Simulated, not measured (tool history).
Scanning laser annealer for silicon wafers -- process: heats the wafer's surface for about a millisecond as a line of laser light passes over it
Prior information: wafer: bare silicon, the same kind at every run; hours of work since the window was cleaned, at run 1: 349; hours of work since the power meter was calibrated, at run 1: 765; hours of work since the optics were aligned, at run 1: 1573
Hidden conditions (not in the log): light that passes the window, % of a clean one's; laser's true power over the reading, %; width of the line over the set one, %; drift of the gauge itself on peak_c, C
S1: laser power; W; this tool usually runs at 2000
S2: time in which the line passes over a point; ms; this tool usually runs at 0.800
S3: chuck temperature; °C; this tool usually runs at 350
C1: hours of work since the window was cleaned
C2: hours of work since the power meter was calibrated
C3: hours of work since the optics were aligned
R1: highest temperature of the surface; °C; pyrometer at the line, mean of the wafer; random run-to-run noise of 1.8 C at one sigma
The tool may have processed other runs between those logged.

run	day	S1	S2	S3	C1	C2	C3	R1
1	0.000	2000	0.800	350	349	765	1573	1066
2	1.004	2000	0.800	350	368	784	1592	1069
3	1.708	2000	0.800	350	381	797	1605	1067
4	2.479	2000	0.800	350	396	811	1619	1067
5	2.938	2000	0.800	350	404	820	1628	1065
6	3.892	2000	0.800	350	422	838	1645	1066
7	4.908	2000	0.800	350	441	857	1664	1065
8	5.404	2000	0.800	350	450	866	1673	1064
9	6.362	2120	0.800	350	468	884	1691	1119
10	6.892	2000	0.800	312	478	893	1701	1026
11	7.779	2000	0.800	312	494	910	1718	1026
12	8.517	2000	0.800	379	508	924	1731	1093
13	9.462	2000	0.800	379	525	941	1749	1091
14	10.042	2000	0.826	350	536	952	1760	1072
15	10.942	2000	0.826	350	553	969	1776	1071
16	11.604	2000	0.826	350	565	981	1789	1068
17	12.658	2000	0.800	350	585	1001	1808	1061
18	13.342	2000	0.800	350	597	1013	1821	1059
19	13.938	2000	0.571	350	609	1024	1832	962
# day 14.683: optics aligned, line set to its width
20	14.750	1935	0.800	350	620	1036	1	1035
21	15.362	1935	0.800	350	631	1047	13	1034
22	16.367	1935	0.800	346	650	1066	31	1032
23	17.092	1935	0.800	346	663	1079	45	1029
24	17.904	1935	0.800	346	678	1094	60	1030
25	18.367	1935	0.800	346	687	1103	68	1030
26	19.017	1935	0.742	382	699	1115	81	1043
27	19.796	1935	0.742	382	714	1129	95	1042
28	20.633	1862	0.916	386	729	1145	111	1074
29	21.325	1862	0.916	370	742	1158	123	1058
# day 21.504: window over the wafer cleaned
30	22.425	1862	0.916	370	17	1177	142	1048
# day 23.050: window over the wafer cleaned, once more
31	23.229	1809	0.561	339	3	1190	156	899
32	23.883	2149	0.900	374	15	1202	168	1224
33	24.638	2149	0.983	330	30	1216	182	1212
34	25.642	1971	0.627	315	48	1235	201	964
35	26.442	1971	0.627	315	63	1250	215	966
36	27.475	2000	0.800	363	82	1269	235	1101
37	28.379	2000	0.800	363	99	1286	251	1097
38	29.204	2107	0.857	350	114	1301	267	1158
39	29.871	1730	0.981	330	127	1314	279	997
40	30.746	2141	0.692	330	143	1330	295	1082
41	31.617	2141	0.692	330	159	1346	312	1081

Predict each of these 4 candidate next runs independently; none follows another, all start after run 41:
A	32.596	2000	0.922	335	177	1364	330	?
B	32.596	2113	0.653	317	177	1364	330	?
C	32.596	1907	0.800	350	177	1364	330	?
D	32.596	2000	0.800	369	177	1364	330	?

run	R1
A	1115
B	1039
C	1040
D	1102
Had the tool no hidden state, the same runs would have come out as:
run	R1
A	1123
B	1046
C	1047
D	1110

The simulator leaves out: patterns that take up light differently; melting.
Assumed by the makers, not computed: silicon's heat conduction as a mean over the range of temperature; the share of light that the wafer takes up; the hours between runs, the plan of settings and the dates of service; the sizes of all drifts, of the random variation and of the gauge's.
